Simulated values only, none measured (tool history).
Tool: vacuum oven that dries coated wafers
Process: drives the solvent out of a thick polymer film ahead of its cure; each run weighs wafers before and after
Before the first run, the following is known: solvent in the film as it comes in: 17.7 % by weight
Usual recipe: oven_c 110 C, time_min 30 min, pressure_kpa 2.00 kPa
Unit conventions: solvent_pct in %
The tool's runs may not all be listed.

run   hour  oven_c  time_min  pressure_kpa  solvent_pct
  1    0.0     110        30          2.00         1.96
  2   21.6     110        30          2.00         2.05
  3   33.8     110        30          2.00         2.01
  4   51.0     110        30          2.00         2.00
  5   70.3     110        30          2.00         1.99
  6   88.4     110        30          2.00         1.93
  7  108.9      95        17          2.99         8.29
  8  129.5     110        23          2.00         2.57
  9  145.1     102        19          1.20         4.75

For run 10, what comes out?
 10  162.0     102        19          1.20            ?

Logged for run 10: solvent_pct 4.59 %.
Minus the tool's unlogged condition, the same run would have read solvent_pct 4.35 %.
